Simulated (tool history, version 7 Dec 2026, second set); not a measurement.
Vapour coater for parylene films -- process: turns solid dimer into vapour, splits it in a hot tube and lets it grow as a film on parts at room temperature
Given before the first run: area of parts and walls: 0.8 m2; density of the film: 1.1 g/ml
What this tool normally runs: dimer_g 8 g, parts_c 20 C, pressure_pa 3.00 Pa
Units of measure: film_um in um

{"run": 1, "day": 0.0, "dimer_g": 8, "parts_c": 20, "pressure_pa": 3.0, "film_um": 5.14}
{"run": 2, "day": 0.421, "dimer_g": 8, "parts_c": 20, "pressure_pa": 3.0, "film_um": 5.19}
{"run": 3, "day": 1.092, "dimer_g": 8, "parts_c": 20, "pressure_pa": 3.0, "film_um": 5.24}
{"run": 4, "day": 1.692, "dimer_g": 8, "parts_c": 20, "pressure_pa": 3.0, "film_um": 5.18}
{"run": 5, "day": 2.129, "dimer_g": 8, "parts_c": 20, "pressure_pa": 3.0, "film_um": 5.19}
{"run": 6, "day": 2.621, "dimer_g": 8, "parts_c": 12, "pressure_pa": 3.0, "film_um": 7.48}
{"run": 7, "day": 3.108, "dimer_g": 8, "parts_c": 12, "pressure_pa": 3.0, "film_um": 7.25}
{"run": 8, "day": 4.0, "dimer_g": 8, "parts_c": 12, "pressure_pa": 3.0, "film_um": 7.18}
{"run": 9, "day": 4.671, "dimer_g": 8, "parts_c": 20, "pressure_pa": 7.22, "film_um": 4.32}
{"run": 10, "day": 5.404, "dimer_g": 8, "parts_c": 20, "pressure_pa": 3.0, "film_um": 5.05}
{"run": 11, "day": 6.292, "dimer_g": 8, "parts_c": 20, "pressure_pa": 3.0, "film_um": 4.96}
{"run": 12, "day": 6.85, "dimer_g": 8, "parts_c": 20, "pressure_pa": 3.0, "film_um": 5.06}
{"run": 13, "day": 7.312, "dimer_g": 8, "parts_c": 20, "pressure_pa": 5.6, "film_um": 4.44}
{"day": 7.671, "done": "trap's valve overhauled"}
{"run": 14, "day": 8.254, "dimer_g": 8, "parts_c": 20, "pressure_pa": 5.6, "film_um": 5.28}
{"run": 15, "day": 8.871, "dimer_g": 8, "parts_c": 20, "pressure_pa": 11.29, "film_um": 4.65}
{"run": 16, "day": 9.762, "dimer_g": 8, "parts_c": 20, "pressure_pa": 11.29, "film_um": 4.57}
{"run": 17, "day": 10.729, "dimer_g": 8, "parts_c": 20, "pressure_pa": 3.0, "film_um": 5.77}
{"run": 18, "day": 11.717, "dimer_g": 8, "parts_c": 20, "pressure_pa": 3.0, "film_um": 5.67}
{"run": 19, "day": 12.488, "dimer_g": 8, "parts_c": 20, "pressure_pa": 3.0, "film_um": 5.63}
{"run": 20, "day": 13.388, "dimer_g": 8, "parts_c": 20, "pressure_pa": 8.3, "film_um": 4.72}
{"run": 21, "day": 13.788, "dimer_g": 8, "parts_c": 20, "pressure_pa": 4.32, "film_um": 5.26}
{"run": 22, "day": 14.342, "dimer_g": 8, "parts_c": 20, "pressure_pa": 4.32, "film_um": 5.14}
{"run": 23, "day": 14.775, "dimer_g": 8, "parts_c": 20, "pressure_pa": 4.32, "film_um": 5.29}
{"run": 24, "day": 15.412, "dimer_g": 8, "parts_c": 20, "pressure_pa": 4.32, "film_um": 5.23}
{"run": 25, "day": 16.029, "dimer_g": 8, "parts_c": 26, "pressure_pa": 8.34, "film_um": 3.55}
{"run": 26, "day": 16.804, "dimer_g": 14, "parts_c": 26, "pressure_pa": 2.2, "film_um": 7.67}
{"run": 27, "day": 17.479, "dimer_g": 14, "parts_c": 26, "pressure_pa": 2.2, "film_um": 7.66}
{"run": 28, "day": 18.175, "dimer_g": 14, "parts_c": 26, "pressure_pa": 2.2, "film_um": 7.65}
{"run": 29, "day": 18.7, "dimer_g": 11, "parts_c": 14, "pressure_pa": 3.66, "film_um": 9.33}
{"run": 30, "day": 19.508, "dimer_g": 8, "parts_c": 17, "pressure_pa": 3.56, "film_um": 6.02}
{"run": 31, "day": 19.917, "dimer_g": 7, "parts_c": 27, "pressure_pa": 3.56, "film_um": 3.38}
{"run": 32, "day": 20.404, "dimer_g": 9, "parts_c": 13, "pressure_pa": 2.89, "film_um": 8.33}
{"run": 33, "day": 21.388, "dimer_g": 9, "parts_c": 13, "pressure_pa": 2.89, "film_um": 8.36}
{"run": 34, "day": 21.808, "dimer_g": 9, "parts_c": 13, "pressure_pa": 2.89, "film_um": 8.27}
{"run": 35, "day": 22.208, "dimer_g": 8, "parts_c": 20, "pressure_pa": 6.53, "film_um": 4.63}
{"run": 36, "day": 23.188, "dimer_g": 8, "parts_c": 20, "pressure_pa": 6.53, "film_um": 4.67}
{"run": 37, "day": 24.129, "dimer_g": 7, "parts_c": 31, "pressure_pa": 5.04, "film_um": 2.55}
{"run": 38, "day": 24.825, "dimer_g": 7, "parts_c": 31, "pressure_pa": 5.04, "film_um": 2.55}
{"run": 39, "day": 25.804, "dimer_g": 6, "parts_c": 22, "pressure_pa": 3.0, "film_um": 3.55}
{"run": 40, "day": 26.771, "dimer_g": 4, "parts_c": 14, "pressure_pa": 6.46, "film_um": 2.93}
{"run": 41, "day": 27.375, "dimer_g": 8, "parts_c": 12, "pressure_pa": 3.0, "film_um": 7.31}
{"run": 42, "day": 28.179, "dimer_g": 7, "parts_c": 20, "pressure_pa": 2.46, "film_um": 4.57}
{"run": 43, "day": 28.658, "dimer_g": 9, "parts_c": 14, "pressure_pa": 3.0, "film_um": 7.34}
{"run": 44, "day": 29.438, "dimer_g": 12, "parts_c": 17, "pressure_pa": 2.92, "film_um": 8.65}
{"run": 45, "day": 30.196, "dimer_g": 12, "parts_c": 17, "pressure_pa": 2.92, "film_um": 8.65}
{"run": 46, "day": 31.062, "dimer_g": 7, "parts_c": 13, "pressure_pa": 3.01, "film_um": 5.96}
{"run": 47, "day": 31.575, "dimer_g": 7, "parts_c": 13, "pressure_pa": 3.01, "film_um": 5.98}

Each row is a separate what-if for the run after 47, all from the same tool condition, not one after another. Results?
{"run": "A", "day": 32.333, "dimer_g": 12, "parts_c": 24, "pressure_pa": 3.87, "film_um": "?"}
{"run": "B", "day": 32.333, "dimer_g": 7, "parts_c": 13, "pressure_pa": 8.73, "film_um": "?"}
{"run": "C", "day": 32.333, "dimer_g": 7, "parts_c": 15, "pressure_pa": 2.08, "film_um": "?"}

run=A film_um=5.83
run=B film_um=4.93
run=C film_um=5.75
With the hidden condition removed and each run's random variation left untouched, the same runs would have given:
run=A film_um=7.14
run=B film_um=6.03
run=C film_um=7.03

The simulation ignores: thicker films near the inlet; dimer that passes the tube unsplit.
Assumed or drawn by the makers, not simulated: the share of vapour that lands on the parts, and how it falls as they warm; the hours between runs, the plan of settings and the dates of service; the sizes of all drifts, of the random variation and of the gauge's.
